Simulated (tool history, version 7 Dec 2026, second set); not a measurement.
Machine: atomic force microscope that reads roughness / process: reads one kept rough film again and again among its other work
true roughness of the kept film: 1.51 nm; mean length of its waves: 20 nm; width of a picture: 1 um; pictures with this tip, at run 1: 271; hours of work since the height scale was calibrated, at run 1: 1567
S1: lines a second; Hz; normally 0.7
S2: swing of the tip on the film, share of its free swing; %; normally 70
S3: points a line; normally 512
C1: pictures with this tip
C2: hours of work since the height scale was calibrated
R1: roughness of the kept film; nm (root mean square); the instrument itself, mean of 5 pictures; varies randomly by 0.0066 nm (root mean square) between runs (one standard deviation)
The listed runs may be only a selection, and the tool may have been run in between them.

run,hour,S1,S2,S3,C1,C2,R1
1,0,0.7,70,512,271,1567,1.21
2,44.1,0.7,70,512,310,1593,1.175
# hour 100.7: new tip fitted
3,112.1,0.7,70,512,10,1633,1.315
4,166.6,0.813,70,512,59,1665,1.286
5,230.5,0.813,70,512,116,1703,1.265
6,303.9,0.813,70,512,182,1746,1.238
7,335.9,0.813,70,512,211,1765,1.219
8,405.2,0.813,70,512,273,1806,1.181
9,462.9,0.813,70,512,325,1840,1.175
# hour 504.1: new tip fitted
10,533.5,0.813,70,512,27,1882,1.282
11,563.9,0.813,70,512,54,1900,1.272
12,601.3,0.813,70,512,87,1922,1.253
13,669.8,0.813,70,512,149,1963,1.245
14,703.7,0.813,70,512,179,1983,1.225
15,742.9,0.813,70,512,215,2006,1.209
16,773.1,0.687,56,442,242,2024,1.222
17,820.9,0.687,56,442,285,2052,1.206
18,890.4,1.797,89,918,347,2093,0.978
# hour 909.5: new tip fitted
19,964.4,1.797,62,365,49,2137,1.252
20,1035.7,1.727,60,385,113,2179,1.227
21,1099.5,1.727,60,335,170,2217,1.191
22,1167.6,1.727,60,335,231,2257,1.171
23,1228.6,2.924,70,760,286,2293,1.052
24,1289.9,3.029,84,581,341,2329,0.909
# hour 1314.3: new tip fitted
25,1357,3.029,84,581,38,2369,1.039
26,1389.7,1.016,89,279,67,2388,1.144
27,1430.8,1.353,56,1002,104,2412,1.274
28,1461,1.353,56,1002,131,2430,1.273
29,1526.3,2.227,77,265,190,2469,1.07

Alternative continuations, all from the tool just after run 29; predict every row:
A,1559.6,1.822,58,362,220,2489,?
B,1559.6,0.7,89,543,220,2489,?
C,1559.6,0.86,90,373,220,2489,?
D,1559.6,2.785,61,571,220,2489,?

run,R1
A,1.196
B,1.157
C,1.118
D,1.159
The same runs, with their run-to-run variation unchanged, on a tool lacking any hidden condition would have given:
run,R1
A,1.29
B,1.248
C,1.207
D,1.251
